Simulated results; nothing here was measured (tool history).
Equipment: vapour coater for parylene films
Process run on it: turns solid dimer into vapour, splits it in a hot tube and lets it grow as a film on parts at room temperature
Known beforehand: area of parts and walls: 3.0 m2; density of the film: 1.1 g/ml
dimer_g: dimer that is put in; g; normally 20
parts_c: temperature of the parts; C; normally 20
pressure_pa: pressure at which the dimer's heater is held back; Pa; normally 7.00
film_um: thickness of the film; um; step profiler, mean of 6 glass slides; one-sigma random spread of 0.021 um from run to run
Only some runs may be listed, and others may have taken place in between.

| run | hour | dimer_g | parts_c | pressure_pa | film_um |
|---|---|---|---|---|---|
| 1 | 0.0 | 20 | 20 | 7.00 | 3.35 |
| 2 | 17.0 | 20 | 20 | 7.00 | 3.38 |
| 3 | 31.2 | 20 | 20 | 7.00 | 3.34 |
| 4 | 54.3 | 20 | 19 | 7.00 | 3.45 |
| 5 | 69.0 | 20 | 20 | 7.00 | 3.36 |
| 6 | 88.6 | 26 | 20 | 7.00 | 4.40 |
| 7 | 119.8 | 26 | 20 | 7.00 | 4.31 |
| 8 | 135.1 | 20 | 20 | 7.00 | 3.32 |
| 9 | 160.0 | 20 | 23 | 7.00 | 3.09 |
| 10 | 190.8 | 20 | 23 | 7.00 | 3.08 |
| 11 | 204.9 | 20 | 20 | 11.36 | 3.21 |
| 12 | 218.9 | 20 | 20 | 11.36 | 3.19 |
| 13 | 242.0 | 20 | 20 | 11.36 | 3.16 |
| 14 | 255.1 | 20 | 20 | 11.36 | 3.18 |
| 15 | 286.9 | 20 | 20 | 7.00 | 3.25 |
| 16 | 315.0 | 20 | 20 | 7.00 | 3.22 |
| 17 | 340.0 | 15 | 13 | 2.11 | 3.00 |
| 18 | 368.8 | 9 | 14 | 7.51 | 1.64 |
| 19 | 386.2 | 9 | 14 | 3.19 | 1.72 |
|  | 390.0 | table's thermometer calibrated |
| 20 | 409.5 | 9 | 14 | 3.19 | 1.68 |
| 21 | 423.6 | 9 | 14 | 3.19 | 1.72 |
| 22 | 443.5 | 33 | 14 | 3.41 | 6.19 |
| 23 | 459.7 | 11 | 17 | 7.00 | 1.85 |
| 24 | 491.0 | 11 | 17 | 7.00 | 1.85 |
|  | 503.0 | trap's valve overhauled |
| 25 | 511.8 | 11 | 17 | 7.00 | 1.96 |
| 26 | 535.9 | 11 | 17 | 7.00 | 1.95 |
| 27 | 556.6 | 14 | 15 | 2.60 | 2.73 |
| 28 | 575.7 | 14 | 15 | 4.72 | 2.65 |
|  | 581.0 | table's thermometer calibrated, once more |
| 29 | 592.3 | 25 | 15 | 4.95 | 4.71 |
| 30 | 614.0 | 25 | 15 | 4.95 | 4.77 |
| 31 | 638.2 | 25 | 22 | 2.74 | 4.20 |
| 32 | 652.3 | 11 | 28 | 4.32 | 1.61 |

Forecast each of these 3 alternatives for the next run:
| A | 674.2 | 25 | 20 | 7.00 | ? |
| B | 674.2 | 28 | 14 | 2.24 | ? |
| C | 674.2 | 20 | 27 | 7.00 | ? |

| run | film_um |
|---|---|
| A | 4.15 |
| B | 5.71 |
| C | 2.88 |
Take away the tool's hidden state, keep each run's random variation, and the runs would have read:
| run | film_um |
|---|---|
| A | 4.23 |
| B | 5.82 |
| C | 2.94 |
